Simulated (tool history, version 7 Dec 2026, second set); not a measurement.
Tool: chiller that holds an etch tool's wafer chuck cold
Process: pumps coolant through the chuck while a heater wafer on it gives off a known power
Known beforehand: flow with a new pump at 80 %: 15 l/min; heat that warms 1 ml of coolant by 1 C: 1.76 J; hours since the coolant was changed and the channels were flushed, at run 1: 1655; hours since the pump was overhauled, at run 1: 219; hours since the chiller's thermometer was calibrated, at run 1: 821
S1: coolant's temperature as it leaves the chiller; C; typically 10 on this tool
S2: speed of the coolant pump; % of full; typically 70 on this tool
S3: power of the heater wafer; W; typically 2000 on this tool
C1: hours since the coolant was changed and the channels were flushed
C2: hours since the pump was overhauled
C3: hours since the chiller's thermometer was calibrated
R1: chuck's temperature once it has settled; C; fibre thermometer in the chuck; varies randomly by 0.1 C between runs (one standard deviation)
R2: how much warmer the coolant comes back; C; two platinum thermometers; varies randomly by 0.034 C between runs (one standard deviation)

run 1 hour=0.0 | S1=10 S2=70 S3=2000 | C1=1655 C2=219 C3=821 | R1=34.5 R2=5.23
run 2 hour=20.1 | S1=10 S2=70 S3=2000 | C1=1676 C2=239 C3=841 | R1=34.3 R2=5.23
run 3 hour=37.7 | S1=10 S2=70 S3=2000 | C1=1693 C2=257 C3=859 | R1=34.5 R2=5.16
run 4 hour=68.3 | S1=10 S2=70 S3=2000 | C1=1724 C2=288 C3=889 | R1=34.4 R2=5.27
run 5 hour=92.2 | S1=10 S2=70 S3=2000 | C1=1748 C2=311 C3=913 | R1=34.6 R2=5.23
run 6 hour=108.8 | S1=10 S2=70 S3=2000 | C1=1764 C2=328 C3=930 | R1=34.2 R2=5.22
run 7 hour=121.8 | S1=10 S2=70 S3=2000 | C1=1777 C2=341 C3=943 | R1=34.5 R2=5.20
run 8 hour=134.4 | S1=10 S2=70 S3=2000 | C1=1790 C2=354 C3=955 | R1=34.7 R2=5.19
run 9 hour=161.2 | S1=10 S2=70 S3=2000 | C1=1817 C2=380 C3=982 | R1=34.4 R2=5.24
run 10 hour=190.5 | S1=10 S2=70 S3=2000 | C1=1846 C2=410 C3=1011 | R1=34.6 R2=5.20
run 11 hour=220.4 | S1=10 S2=70 S3=2000 | C1=1876 C2=440 C3=1041 | R1=34.5 R2=5.21
run 12 hour=241.9 | S1=10 S2=70 S3=2000 | C1=1897 C2=461 C3=1063 | R1=34.6 R2=5.21
run 13 hour=257.1 | S1=10 S2=70 S3=2000 | C1=1912 C2=476 C3=1078 | R1=34.5 R2=5.24
run 14 hour=278.8 | S1=10 S2=70 S3=2845 | C1=1934 C2=498 C3=1100 | R1=45.0 R2=7.39
run 15 hour=300.3 | S1=10 S2=70 S3=2845 | C1=1956 C2=520 C3=1121 | R1=44.9 R2=7.53
run 16 hour=317.9 | S1=10 S2=70 S3=2845 | C1=1973 C2=537 C3=1139 | R1=45.0 R2=7.45
run 17 hour=331.2 | S1=10 S2=70 S3=2845 | C1=1987 C2=550 C3=1152 | R1=45.1 R2=7.49
run 18 hour=353.5 | S1=10 S2=70 S3=1409 | C1=2009 C2=573 C3=1174 | R1=27.3 R2=3.69
run 19 hour=368.6 | S1=16 S2=60 S3=1409 | C1=2024 C2=588 C3=1189 | R1=36.0 R2=4.27
run 20 hour=389.8 | S1=7 S2=89 S3=2269 | C1=2045 C2=609 C3=1211 | R1=29.7 R2=4.73
-- hour=396.1 coolant pump overhauled
run 21 hour=422.9 | S1=10 S2=77 S3=1356 | C1=2073 C2=27 C3=1239 | R1=25.3 R2=3.22
run 22 hour=445.3 | S1=10 S2=77 S3=1356 | C1=2096 C2=49 C3=1261 | R1=25.3 R2=3.23
-- hour=464.9 coolant pump overhauled, once more
run 23 hour=480.4 | S1=8 S2=70 S3=2859 | C1=2126 C2=16 C3=1291 | R1=43.0 R2=7.47
run 24 hour=501.0 | S1=6 S2=70 S3=2000 | C1=2146 C2=36 C3=1312 | R1=30.6 R2=5.15
run 25 hour=521.8 | S1=6 S2=70 S3=2000 | C1=2167 C2=57 C3=1333 | R1=30.4 R2=5.21
run 26 hour=549.2 | S1=19 S2=70 S3=1229 | C1=2195 C2=84 C3=1360 | R1=34.0 R2=3.17
run 27 hour=565.0 | S1=7 S2=95 S3=2000 | C1=2210 C2=100 C3=1376 | R1=26.0 R2=3.92
run 28 hour=589.1 | S1=7 S2=95 S3=2000 | C1=2235 C2=124 C3=1400 | R1=25.8 R2=3.91
run 29 hour=612.0 | S1=15 S2=93 S3=1225 | C1=2257 C2=147 C3=1423 | R1=26.9 R2=2.36
run 30 hour=630.1 | S1=10 S2=93 S3=2000 | C1=2276 C2=165 C3=1441 | R1=29.3 R2=3.97
run 31 hour=648.4 | S1=10 S2=93 S3=2000 | C1=2294 C2=184 C3=1459 | R1=29.3 R2=3.98
run 32 hour=664.6 | S1=10 S2=100 S3=2412 | C1=2310 C2=200 C3=1475 | R1=32.0 R2=4.53

How would selected steps in R1 from run to run divide? Give the signed amount a tool lacking its hidden state would still show from settings, what came in and random variation, and the signed amount left for the hidden state, including any gauge scatter that is not in both of the compared results.
What the log doesn't record here: heat passed by the chuck's channels, % of clean ones'; flow at a given pump speed, % of a new pump's; coolant's true temperature over the reading, C; drift of the gauge itself on chuck_c, C; drift of the gauge itself on warmer_back_c, C.
Run 13 -> 14: S3 2000 -> 2845. R1 +10.5 C: hidden state +0.5, all else +10.0.
Run 17 -> 18: S3 2845 -> 1409. R1 -17.8 C: hidden state -0.8, all else -17.0.
Run 22 -> 23: S1 10 -> 8, S2 77 -> 70, S3 1356 -> 2859, coolant pump overhauled, once more. R1 +17.7 C: hidden state +0.8, all else +16.9.
Run 23 -> 24: S1 8 -> 6, S3 2859 -> 2000. R1 -12.4 C: hidden state -0.4, all else -12.0.

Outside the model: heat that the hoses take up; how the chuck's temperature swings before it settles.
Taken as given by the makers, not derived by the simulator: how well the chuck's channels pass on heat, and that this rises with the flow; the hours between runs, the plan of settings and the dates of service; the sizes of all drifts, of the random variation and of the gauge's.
